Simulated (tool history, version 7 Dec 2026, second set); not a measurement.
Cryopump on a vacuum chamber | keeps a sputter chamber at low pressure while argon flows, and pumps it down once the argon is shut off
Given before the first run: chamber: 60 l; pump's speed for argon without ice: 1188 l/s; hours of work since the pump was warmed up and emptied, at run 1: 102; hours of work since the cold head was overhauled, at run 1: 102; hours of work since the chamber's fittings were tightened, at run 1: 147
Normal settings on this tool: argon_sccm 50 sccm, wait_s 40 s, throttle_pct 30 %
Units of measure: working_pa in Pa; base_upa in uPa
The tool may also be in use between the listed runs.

run	day	argon_sccm	wait_s	throttle_pct	hours of work since the pump was warmed up and emptied	hours of work since the cold head was overhauled	hours of work since the chamber's fittings were tightened	working_pa	base_upa
1	0	50	40	30	102	102	147	0.2385	2.54
2	0.675	50	40	30	116	116	161	0.2391	2.53
3	2.146	50	40	30	147	147	191	0.2413	2.51
4	3.725	50	40	30	179	179	224	0.2411	2.51
5	4.421	69	40	30	194	194	239	0.3342	2.58
6	5.104	43	40	30	208	208	253	0.208	2.69
7	5.821	43	40	30	223	223	268	0.2074	2.61
8	6.542	50	40	30	238	238	283	0.241	2.65
9	7.65	50	40	30	261	261	306	0.2437	2.6
10	8.525	50	40	57	279	279	324	0.1313	2.72
11	9.979	57	40	57	309	309	354	0.1493	2.72
12	11.096	50	40	30	332	332	377	0.245	2.78
13	12.7	50	40	30	366	366	410	0.2451	2.9
14	14.208	39	40	30	397	397	442	0.1914	2.88
15	15.067	39	40	30	415	415	460	0.1935	2.91
16	16.462	50	40	20	444	444	488	0.3684	3
17	17.154	67	38	21	458	458	503	0.4668	3.09
18	17.979	67	38	21	475	475	520	0.4705	3.11
19	19.425	25	40	17	505	505	550	0.2147	2.99
20	20.525	76	170	17	528	528	573	0.6562	1.52
21	21.392	57	160	30	546	546	591	0.2854	1.52
22	22.625	57	160	30	572	572	616	0.286	1.62
23	23.679	57	160	30	594	594	638	0.289	1.69
24	24.504	94	59	50	611	611	655	0.2933	2.48
# day 25.121: pump warmed up, emptied and cooled again
25	25.671	94	59	50	11	631	675	0.2676	2.36
26	26.596	31	110	37	31	650	694	0.1197	1.72
27	27.362	31	110	37	47	666	710	0.1202	1.76
28	28.967	23	100	30	80	699	744	0.1098	1.92
29	30.288	33	225	54	107	726	771	0.0886	1.42

Consider 5 possible next runs. They are alternatives, not a sequence: every one starts from the tool as it was left by run 29. What does each give?
A	31.738	50	40	36	137	756	801	?	?
B	31.738	78	58	34	137	756	801	?	?
C	31.738	33	230	56	137	756	801	?	?
D	31.738	33	225	21	137	756	801	?	?
E	31.738	23	22	53	137	756	801	?	?

run	working_pa	base_upa
A	0.2008	3.17
B	0.3309	2.63
C	0.0861	1.47
D	0.2251	1.53
E	0.0631	4.82
Without the tool's hidden state the same runs would have given:
run	working_pa	base_upa
A	0.1977	2.3
B	0.326	1.72
C	0.0841	0.59
D	0.223	0.63
E	0.0616	3.94
